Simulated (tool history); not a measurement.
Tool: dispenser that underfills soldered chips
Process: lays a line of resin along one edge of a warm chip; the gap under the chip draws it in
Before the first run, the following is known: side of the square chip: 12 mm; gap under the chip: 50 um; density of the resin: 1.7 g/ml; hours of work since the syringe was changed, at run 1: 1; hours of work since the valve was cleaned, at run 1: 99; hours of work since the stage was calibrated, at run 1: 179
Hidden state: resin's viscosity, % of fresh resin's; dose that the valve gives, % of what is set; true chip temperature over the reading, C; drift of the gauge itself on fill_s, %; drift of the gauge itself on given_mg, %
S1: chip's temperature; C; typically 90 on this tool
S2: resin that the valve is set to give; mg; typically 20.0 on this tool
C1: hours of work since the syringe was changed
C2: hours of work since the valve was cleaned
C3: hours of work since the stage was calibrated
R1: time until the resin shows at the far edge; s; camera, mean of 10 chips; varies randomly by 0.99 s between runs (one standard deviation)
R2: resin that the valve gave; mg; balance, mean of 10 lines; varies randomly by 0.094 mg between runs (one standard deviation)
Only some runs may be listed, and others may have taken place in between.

{"run": 1, "hour": 0.0, "S1": 90, "S2": 20.0, "C1": 1, "C2": 99, "C3": 179, "R1": 108.5, "R2": 18.58}
{"run": 2, "hour": 9.3, "S1": 90, "S2": 20.0, "C1": 8, "C2": 106, "C3": 185, "R1": 187.4, "R2": 18.37}
{"hour": 12.3, "done": "new syringe of resin"}
{"run": 3, "hour": 19.4, "S1": 90, "S2": 20.0, "C1": 5, "C2": 113, "C3": 193, "R1": 151.5, "R2": 18.21}
{"hour": 25.9, "done": "new syringe of resin"}
{"run": 4, "hour": 29.6, "S1": 90, "S2": 20.0, "C1": 3, "C2": 120, "C3": 200, "R1": 124.6, "R2": 18.22}
{"hour": 31.7, "done": "dispensing valve cleaned and set on the balance"}
{"hour": 40.4, "done": "new syringe of resin"}
{"run": 5, "hour": 42.4, "S1": 90, "S2": 20.0, "C1": 1, "C2": 8, "C3": 208, "R1": 109.7, "R2": 19.91}
{"run": 6, "hour": 47.4, "S1": 90, "S2": 20.0, "C1": 5, "C2": 11, "C3": 212, "R1": 144.0, "R2": 19.6}
{"run": 7, "hour": 52.7, "S1": 90, "S2": 20.0, "C1": 9, "C2": 15, "C3": 216, "R1": 198.1, "R2": 19.69}
{"hour": 53.9, "done": "new syringe of resin"}
{"run": 8, "hour": 59.5, "S1": 90, "S2": 20.0, "C1": 4, "C2": 20, "C3": 220, "R1": 135.2, "R2": 19.72}
{"run": 9, "hour": 65.5, "S1": 90, "S2": 20.0, "C1": 8, "C2": 24, "C3": 225, "R1": 191.2, "R2": 19.7}
{"hour": 67.4, "done": "new syringe of resin"}
{"run": 10, "hour": 74.4, "S1": 95, "S2": 20.0, "C1": 5, "C2": 31, "C3": 231, "R1": 117.6, "R2": 19.62}
{"hour": 80.8, "done": "new syringe of resin"}
{"run": 11, "hour": 85.4, "S1": 95, "S2": 20.0, "C1": 3, "C2": 38, "C3": 239, "R1": 101.7, "R2": 19.27}
{"hour": 94.2, "done": "new syringe of resin"}
{"run": 12, "hour": 94.6, "S1": 75, "S2": 18.8, "C1": 0, "C2": 45, "C3": 245, "R1": 226.3, "R2": 18.18}
{"run": 13, "hour": 105.3, "S1": 75, "S2": 18.8, "C1": 8, "C2": 53, "C3": 253, "R1": 418.6, "R2": 18.09}
{"hour": 107.4, "done": "new syringe of resin"}
{"run": 14, "hour": 114.1, "S1": 75, "S2": 18.8, "C1": 5, "C2": 59, "C3": 259, "R1": 331.0, "R2": 17.97}
{"hour": 121.2, "done": "new syringe of resin"}
{"run": 15, "hour": 123.2, "S1": 98, "S2": 18.0, "C1": 1, "C2": 65, "C3": 266, "R1": 77.5, "R2": 17.23}
{"hour": 134.3, "done": "new syringe of resin"}
{"run": 16, "hour": 135.4, "S1": 98, "S2": 18.0, "C1": 1, "C2": 74, "C3": 275, "R1": 74.7, "R2": 17.06}
{"run": 17, "hour": 145.2, "S1": 98, "S2": 18.0, "C1": 8, "C2": 81, "C3": 282, "R1": 130.8, "R2": 16.94}

5 options for the next run, each taken on its own from the tool as it stands now. Forecast them:
{"hour": 148.1, "done": "new syringe of resin"}
{"run": "A", "hour": 154.3, "S1": 98, "S2": 17.8, "C1": 4, "C2": 88, "C3": 288, "R1": "?", "R2": "?"}
{"hour": 148.1, "done": "new syringe of resin"}
{"run": "B", "hour": 154.3, "S1": 92, "S2": 21.4, "C1": 4, "C2": 88, "C3": 288, "R1": "?", "R2": "?"}
{"hour": 148.1, "done": "new syringe of resin"}
{"run": "C", "hour": 154.3, "S1": 98, "S2": 25.8, "C1": 4, "C2": 88, "C3": 288, "R1": "?", "R2": "?"}
{"hour": 148.1, "done": "new syringe of resin"}
{"run": "D", "hour": 154.3, "S1": 78, "S2": 17.7, "C1": 4, "C2": 88, "C3": 288, "R1": "?", "R2": "?"}
{"hour": 148.1, "done": "new syringe of resin"}
{"run": "E", "hour": 154.3, "S1": 90, "S2": 20.5, "C1": 4, "C2": 88, "C3": 288, "R1": "?", "R2": "?"}

run=A R1=101.3 R2=16.66
run=B R1=131.1 R2=20.02
run=C R1=95.9 R2=24.28
run=D R1=272.7 R2=16.61
run=E R1=144.0 R2=19.25
The same runs, with their run-to-run variation unchanged, on a tool lacking any hidden condition would have given:
run=A R1=66.5 R2=17.79
run=B R1=86.8 R2=21.39
run=C R1=63.8 R2=25.92
run=D R1=178.0 R2=17.74
run=E R1=95.1 R2=20.57
